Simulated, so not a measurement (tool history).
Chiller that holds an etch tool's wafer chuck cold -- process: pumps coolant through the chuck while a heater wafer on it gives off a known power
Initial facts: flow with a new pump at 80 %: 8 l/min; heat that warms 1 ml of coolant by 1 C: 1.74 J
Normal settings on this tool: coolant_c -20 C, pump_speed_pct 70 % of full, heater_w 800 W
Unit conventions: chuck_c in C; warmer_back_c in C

| run | hour | coolant_c | pump_speed_pct | heater_w | chuck_c | warmer_back_c |
|---|---|---|---|---|---|---|
| 1 | 0.0 | -20 | 70 | 800 | -11.9 | 4.16 |
| 2 | 23.0 | -20 | 70 | 800 | -12.2 | 4.24 |
| 3 | 48.8 | -20 | 70 | 800 | -12.0 | 4.19 |
| 4 | 75.5 | -20 | 70 | 800 | -12.1 | 4.19 |
| 5 | 107.1 | -20 | 70 | 800 | -12.2 | 4.17 |
| 6 | 142.1 | -20 | 70 | 800 | -12.2 | 4.19 |
| 7 | 162.3 | -20 | 74 | 800 | -12.5 | 3.93 |
| 8 | 184.7 | -20 | 74 | 800 | -12.5 | 3.97 |
| 9 | 210.5 | -20 | 74 | 800 | -12.3 | 3.95 |
| 10 | 234.7 | -20 | 70 | 800 | -12.2 | 4.18 |
| 11 | 257.0 | -20 | 70 | 800 | -12.1 | 4.19 |
| 12 | 289.9 | -20 | 96 | 800 | -13.7 | 2.99 |
| 13 | 314.8 | -20 | 96 | 800 | -13.8 | 2.99 |
| 14 | 344.1 | -20 | 96 | 800 | -13.6 | 2.89 |
| 15 | 375.1 | -20 | 96 | 800 | -13.8 | 3.00 |
| 16 | 399.0 | -20 | 96 | 800 | -13.9 | 3.02 |
|  | 402.7 | chiller's thermometer calibrated |
| 17 | 419.0 | -20 | 96 | 800 | -13.9 | 2.96 |
| 18 | 455.6 | -21 | 96 | 670 | -15.9 | 2.50 |
| 19 | 475.3 | -16 | 76 | 541 | -11.1 | 2.65 |
|  | 510.0 | chiller's thermometer calibrated, once more |
| 20 | 512.3 | -25 | 89 | 1085 | -15.4 | 4.37 |
| 21 | 538.2 | -25 | 89 | 1085 | -15.4 | 4.41 |
| 22 | 564.4 | -20 | 80 | 419 | -15.9 | 1.95 |
| 23 | 588.0 | -20 | 74 | 954 | -10.3 | 4.79 |
| 24 | 617.9 | -20 | 97 | 520 | -15.7 | 1.96 |
| 25 | 648.2 | -12 | 69 | 1178 | 0.8 | 6.32 |
| 26 | 665.1 | -12 | 69 | 1178 | 0.5 | 6.32 |
| 27 | 697.9 | -12 | 69 | 1178 | 0.7 | 6.39 |
| 28 | 719.3 | -22 | 70 | 495 | -16.8 | 2.62 |
| 29 | 739.9 | -23 | 70 | 800 | -14.4 | 4.28 |
| 30 | 757.2 | -28 | 64 | 800 | -19.1 | 4.71 |
| 31 | 783.7 | -20 | 82 | 444 | -15.6 | 1.99 |

Forecast each of these 4 alternatives for the next run:
| A | 800.4 | -13 | 100 | 975 | ? | ? |
| B | 800.4 | -20 | 69 | 444 | ? | ? |
| C | 800.4 | -15 | 70 | 800 | ? | ? |
| D | 800.4 | -28 | 82 | 1025 | ? | ? |

| run | chuck_c | warmer_back_c |
|---|---|---|
| A | -4.8 | 3.50 |
| B | -15.3 | 2.41 |
| C | -6.3 | 4.34 |
| D | -18.2 | 4.59 |
With the hidden condition removed and each run's random variation left untouched, the same runs would have given:
| run | chuck_c | warmer_back_c |
|---|---|---|
| A | -5.8 | 3.26 |
| B | -15.9 | 2.25 |
| C | -7.3 | 4.05 |
| D | -19.4 | 4.28 |
